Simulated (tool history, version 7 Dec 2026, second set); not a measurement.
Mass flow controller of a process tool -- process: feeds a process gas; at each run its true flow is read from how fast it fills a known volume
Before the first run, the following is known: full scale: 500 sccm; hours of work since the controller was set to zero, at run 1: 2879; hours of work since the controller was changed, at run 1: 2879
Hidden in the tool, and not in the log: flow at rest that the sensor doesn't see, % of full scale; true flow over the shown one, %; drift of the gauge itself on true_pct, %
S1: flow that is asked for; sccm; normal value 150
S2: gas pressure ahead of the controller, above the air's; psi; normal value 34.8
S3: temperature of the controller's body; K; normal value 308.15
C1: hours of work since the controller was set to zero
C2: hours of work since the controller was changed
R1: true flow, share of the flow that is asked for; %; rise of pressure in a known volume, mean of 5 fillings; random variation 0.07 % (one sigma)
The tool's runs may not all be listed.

run    hour   S1    S2      S3    C1    C2      R1
  1     0.0  150  34.8  308.15  2879  2879   98.90
  2   127.0  150  34.8  308.15  2922  2922   98.90
  3   291.6  150  34.8  308.15  2977  2977   98.93
  4   392.9  150  34.8  308.15  3012  3012   98.83
  5   544.6  150  34.8  308.15  3063  3063   98.90
  6   718.6  252  34.8  308.15  3121  3121   99.39
  7   867.7  252  34.8  308.15  3171  3171   99.38
  8   969.6  252  34.8  308.15  3206  3206   99.33
  9  1100.0  252  34.8  301.15  3250  3250   98.83
 10  1326.7  252  34.8  301.15  3326  3326   98.96
 11  1545.1  252  34.8  301.15  3400  3400   98.87
 12  1660.3  252  34.8  301.15  3438  3438   98.96
 13  1850.6  447  22.8  302.15  3502  3502  100.39
 14  2065.4  447  22.8  302.15  3575  3575  100.26
 15  2279.4   55  27.1  298.15  3647  3647   98.44
 16  2397.6   55  27.1  298.15  3687  3687   98.43
 17  2614.1  150  21.5  308.15  3759  3759   99.50

Here are 4 independent what-if runs from the current tool condition. What would each one return?
  A  2846.8  230  38.3  308.15  3838  3838   ?
  B  2846.8   80  32.3  308.15  3838  3838   ?
  C  2846.8  485  36.0  294.15  3838  3838   ?
  D  2846.8  162  37.0  304.15  3838  3838   ?

run     R1
  A  99.13
  B  98.78
  C  99.37
  D  98.83
Take away the tool's hidden state, keep each run's random variation, and the runs would have read:
run     R1
  A  99.12
  B  98.78
  C  99.35
  D  98.82
